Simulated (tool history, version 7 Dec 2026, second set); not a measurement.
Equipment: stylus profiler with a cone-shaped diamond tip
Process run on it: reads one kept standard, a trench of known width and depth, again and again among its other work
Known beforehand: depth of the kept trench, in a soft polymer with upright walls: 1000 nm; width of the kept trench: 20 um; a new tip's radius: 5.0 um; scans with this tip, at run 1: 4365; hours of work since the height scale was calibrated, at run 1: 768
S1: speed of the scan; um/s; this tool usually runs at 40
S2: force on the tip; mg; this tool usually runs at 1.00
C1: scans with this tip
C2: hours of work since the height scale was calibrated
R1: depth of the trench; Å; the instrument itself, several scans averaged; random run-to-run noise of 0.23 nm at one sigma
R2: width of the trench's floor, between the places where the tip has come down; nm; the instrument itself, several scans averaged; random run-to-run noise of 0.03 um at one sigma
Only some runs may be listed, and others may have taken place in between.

{"run": 1, "hour": 0.0, "S1": 40, "S2": 1.0, "C1": 4365, "C2": 768, "R1": 10105.2, "R2": 13240}
{"run": 2, "hour": 42.7, "S1": 40, "S2": 1.0, "C1": 4469, "C2": 786, "R1": 10102.1, "R2": 13210}
{"run": 3, "hour": 122.7, "S1": 40, "S2": 1.0, "C1": 4665, "C2": 820, "R1": 10105.1, "R2": 13280}
{"run": 4, "hour": 164.1, "S1": 40, "S2": 1.0, "C1": 4767, "C2": 838, "R1": 10104.4, "R2": 13190}
{"run": 5, "hour": 250.5, "S1": 40, "S2": 1.0, "C1": 4978, "C2": 876, "R1": 10106.0, "R2": 13160}
{"run": 6, "hour": 333.6, "S1": 40, "S2": 1.0, "C1": 5182, "C2": 911, "R1": 10106.8, "R2": 13170}
{"run": 7, "hour": 378.0, "S1": 40, "S2": 1.0, "C1": 5291, "C2": 930, "R1": 10106.6, "R2": 13130}
{"run": 8, "hour": 427.9, "S1": 40, "S2": 1.0, "C1": 5413, "C2": 952, "R1": 10108.2, "R2": 13080}
{"run": 9, "hour": 483.4, "S1": 97, "S2": 1.0, "C1": 5549, "C2": 976, "R1": 10109.7, "R2": 12610}
{"run": 10, "hour": 567.6, "S1": 97, "S2": 1.0, "C1": 5755, "C2": 1012, "R1": 10107.5, "R2": 12570}
{"run": 11, "hour": 617.5, "S1": 40, "S2": 1.0, "C1": 5877, "C2": 1034, "R1": 10110.4, "R2": 13020}
{"run": 12, "hour": 676.9, "S1": 40, "S2": 0.93, "C1": 6023, "C2": 1059, "R1": 10107.1, "R2": 13080}
{"run": 13, "hour": 738.4, "S1": 111, "S2": 1.0, "C1": 6174, "C2": 1086, "R1": 10115.5, "R2": 12480}
{"run": 14, "hour": 793.6, "S1": 40, "S2": 1.11, "C1": 6309, "C2": 1110, "R1": 10116.4, "R2": 12970}
{"run": 15, "hour": 875.7, "S1": 40, "S2": 0.34, "C1": 6510, "C2": 1145, "R1": 10074.7, "R2": 12780}
{"run": 16, "hour": 938.1, "S1": 115, "S2": 1.0, "C1": 6663, "C2": 1172, "R1": 10114.3, "R2": 12370}
{"run": 17, "hour": 994.1, "S1": 115, "S2": 1.0, "C1": 6800, "C2": 1196, "R1": 10111.2, "R2": 12330}
{"run": 18, "hour": 1069.6, "S1": 40, "S2": 2.48, "C1": 6985, "C2": 1229, "R1": 10185.8, "R2": 13060}
{"run": 19, "hour": 1119.3, "S1": 40, "S2": 2.48, "C1": 7107, "C2": 1250, "R1": 10185.5, "R2": 13110}
{"run": 20, "hour": 1164.5, "S1": 40, "S2": 2.48, "C1": 7218, "C2": 1269, "R1": 10184.6, "R2": 12990}
{"run": 21, "hour": 1236.5, "S1": 40, "S2": 0.36, "C1": 7394, "C2": 1300, "R1": 10070.4, "R2": 12630}
{"run": 22, "hour": 1279.1, "S1": 40, "S2": 0.36, "C1": 7499, "C2": 1319, "R1": 10076.3, "R2": 12650}
{"hour": 1288.8, "done": "height scale calibrated on a step standard"}
{"run": 23, "hour": 1328.6, "S1": 40, "S2": 1.0, "C1": 7619, "C2": 17, "R1": 10124.7, "R2": 12840}
{"run": 24, "hour": 1397.4, "S1": 144, "S2": 1.65, "C1": 7787, "C2": 47, "R1": 10160.2, "R2": 12250}
{"run": 25, "hour": 1483.4, "S1": 53, "S2": 0.66, "C1": 7998, "C2": 84, "R1": 10108.1, "R2": 12580}
{"run": 26, "hour": 1526.8, "S1": 53, "S2": 0.66, "C1": 8104, "C2": 103, "R1": 10107.8, "R2": 12600}
{"hour": 1581.3, "done": "height scale calibrated on a step standard, once more"}
{"run": 27, "hour": 1594.7, "S1": 53, "S2": 0.66, "C1": 8269, "C2": 6, "R1": 10064.2, "R2": 12540}
{"run": 28, "hour": 1690.8, "S1": 60, "S2": 0.63, "C1": 8505, "C2": 47, "R1": 10063.1, "R2": 12450}
{"run": 29, "hour": 1736.9, "S1": 124, "S2": 1.94, "C1": 8618, "C2": 67, "R1": 10130.2, "R2": 12330}
{"run": 30, "hour": 1823.4, "S1": 24, "S2": 2.73, "C1": 8830, "C2": 104, "R1": 10163.7, "R2": 12890}
{"run": 31, "hour": 1880.4, "S1": 12, "S2": 2.54, "C1": 8969, "C2": 129, "R1": 10160.0, "R2": 12970}
{"run": 32, "hour": 1932.3, "S1": 14, "S2": 1.0, "C1": 9097, "C2": 151, "R1": 10084.1, "R2": 12900}
{"run": 33, "hour": 2020.6, "S1": 14, "S2": 1.0, "C1": 9313, "C2": 189, "R1": 10084.3, "R2": 12850}
{"run": 34, "hour": 2110.5, "S1": 46, "S2": 0.97, "C1": 9533, "C2": 228, "R1": 10089.5, "R2": 12570}
{"run": 35, "hour": 2196.3, "S1": 25, "S2": 2.44, "C1": 9743, "C2": 265, "R1": 10163.8, "R2": 12800}
{"run": 36, "hour": 2269.9, "S1": 15, "S2": 0.83, "C1": 9924, "C2": 297, "R1": 10083.8, "R2": 12820}
{"run": 37, "hour": 2317.2, "S1": 13, "S2": 1.49, "C1": 10040, "C2": 317, "R1": 10113.8, "R2": 12830}
{"run": 38, "hour": 2361.3, "S1": 99, "S2": 1.76, "C1": 10148, "C2": 336, "R1": 10127.6, "R2": 12320}
{"run": 39, "hour": 2405.3, "S1": 99, "S2": 1.76, "C1": 10255, "C2": 355, "R1": 10129.2, "R2": 12250}
{"run": 40, "hour": 2480.2, "S1": 33, "S2": 0.46, "C1": 10439, "C2": 387, "R1": 10062.2, "R2": 12420}
{"run": 41, "hour": 2560.2, "S1": 157, "S2": 2.38, "C1": 10635, "C2": 422, "R1": 10163.2, "R2": 12030}
{"run": 42, "hour": 2649.6, "S1": 41, "S2": 1.85, "C1": 10854, "C2": 460, "R1": 10137.9, "R2": 12580}
{"run": 43, "hour": 2738.4, "S1": 41, "S2": 1.85, "C1": 11072, "C2": 499, "R1": 10141.5, "R2": 12500}
{"run": 44, "hour": 2803.7, "S1": 127, "S2": 0.51, "C1": 11231, "C2": 527, "R1": 10069.3, "R2": 11260}
{"run": 45, "hour": 2873.6, "S1": 72, "S2": 0.77, "C1": 11403, "C2": 557, "R1": 10087.3, "R2": 12090}
{"run": 46, "hour": 2944.6, "S1": 72, "S2": 0.77, "C1": 11577, "C2": 587, "R1": 10082.8, "R2": 12070}

Each row is a separate what-if for the run after 46, all from the same tool condition, not one after another. Results?
{"run": "A", "hour": 3013.8, "S1": 72, "S2": 0.84, "C1": 11746, "C2": 617, "R1": "?", "R2": "?"}
{"run": "B", "hour": 3013.8, "S1": 46, "S2": 0.35, "C1": 11746, "C2": 617, "R1": "?", "R2": "?"}
{"run": "C", "hour": 3013.8, "S1": 21, "S2": 0.77, "C1": 11746, "C2": 617, "R1": "?", "R2": "?"}
{"run": "D", "hour": 3013.8, "S1": 72, "S2": 0.43, "C1": 11746, "C2": 617, "R1": "?", "R2": "?"}

run=A R1=10091.0 R2=12060
run=B R1=10053.5 R2=11990
run=C R1=10084.6 R2=12470
run=D R1=10062.2 R2=11870
The same runs, with their run-to-run variation unchanged, on a tool lacking any hidden condition would have given:
run=A R1=10074.4 R2=13370
run=B R1=10037.0 R2=13290
run=C R1=10068.0 R2=13770
run=D R1=10045.7 R2=13170
